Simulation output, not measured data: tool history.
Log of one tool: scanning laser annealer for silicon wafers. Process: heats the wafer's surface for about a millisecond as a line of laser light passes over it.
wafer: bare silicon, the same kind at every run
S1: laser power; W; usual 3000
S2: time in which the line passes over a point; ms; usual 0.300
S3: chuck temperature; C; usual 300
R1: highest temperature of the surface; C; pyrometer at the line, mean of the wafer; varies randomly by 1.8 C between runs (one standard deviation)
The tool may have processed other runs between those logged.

{"run": 1, "hour": 0.0, "S1": 3000, "S2": 0.3, "S3": 300, "R1": 1028}
{"run": 2, "hour": 26.8, "S1": 3000, "S2": 0.3, "S3": 300, "R1": 1025}
{"run": 3, "hour": 65.8, "S1": 3000, "S2": 0.3, "S3": 300, "R1": 1021}
{"hour": 82.8, "done": "window over the wafer cleaned"}
{"run": 4, "hour": 123.4, "S1": 3000, "S2": 0.3, "S3": 286, "R1": 986}
{"run": 5, "hour": 181.0, "S1": 3000, "S2": 0.3, "S3": 286, "R1": 983}
{"run": 6, "hour": 234.1, "S1": 3000, "S2": 0.352, "S3": 300, "R1": 1054}
{"run": 7, "hour": 279.5, "S1": 3000, "S2": 0.379, "S3": 300, "R1": 1076}
{"run": 8, "hour": 310.2, "S1": 3000, "S2": 0.379, "S3": 300, "R1": 1080}
{"hour": 359.1, "done": "window over the wafer cleaned, once more"}
{"run": 9, "hour": 359.1, "S1": 3000, "S2": 0.379, "S3": 300, "R1": 1147}
{"run": 10, "hour": 412.1, "S1": 3000, "S2": 0.379, "S3": 300, "R1": 1145}
{"run": 11, "hour": 462.2, "S1": 3000, "S2": 0.379, "S3": 300, "R1": 1144}
{"run": 12, "hour": 501.4, "S1": 3000, "S2": 0.247, "S3": 309, "R1": 997}
{"run": 13, "hour": 541.7, "S1": 3232, "S2": 0.247, "S3": 309, "R1": 1041}
{"run": 14, "hour": 575.9, "S1": 3232, "S2": 0.247, "S3": 309, "R1": 1038}
{"run": 15, "hour": 609.5, "S1": 3230, "S2": 0.274, "S3": 291, "R1": 1061}
{"run": 16, "hour": 657.9, "S1": 3000, "S2": 0.3, "S3": 297, "R1": 1047}
{"run": 17, "hour": 720.0, "S1": 3261, "S2": 0.3, "S3": 297, "R1": 1106}
{"run": 18, "hour": 762.0, "S1": 3000, "S2": 0.221, "S3": 339, "R1": 985}
{"run": 19, "hour": 823.8, "S1": 3000, "S2": 0.305, "S3": 280, "R1": 1030}
{"run": 20, "hour": 870.7, "S1": 3000, "S2": 0.305, "S3": 280, "R1": 1030}
{"run": 21, "hour": 902.6, "S1": 3000, "S2": 0.305, "S3": 280, "R1": 1030}
{"run": 22, "hour": 952.2, "S1": 2775, "S2": 0.281, "S3": 317, "R1": 989}

Below are 5 alternative next runs, each starting from the tool's condition after run 22. Predict each:
{"run": "A", "hour": 982.0, "S1": 2908, "S2": 0.327, "S3": 291, "R1": "?"}
{"run": "B", "hour": 982.0, "S1": 2775, "S2": 0.281, "S3": 277, "R1": "?"}
{"run": "C", "hour": 982.0, "S1": 2593, "S2": 0.3, "S3": 300, "R1": "?"}
{"run": "D", "hour": 982.0, "S1": 2589, "S2": 0.328, "S3": 268, "R1": "?"}
{"run": "E", "hour": 982.0, "S1": 2596, "S2": 0.3, "S3": 266, "R1": "?"}

run=A R1=1044
run=B R1=947
run=C R1=948
run=D R1=945
run=E R1=917
Without the tool's hidden state the same runs would have given:
run=A R1=1071
run=B R1=971
run=C R1=971
run=D R1=969
run=E R1=941
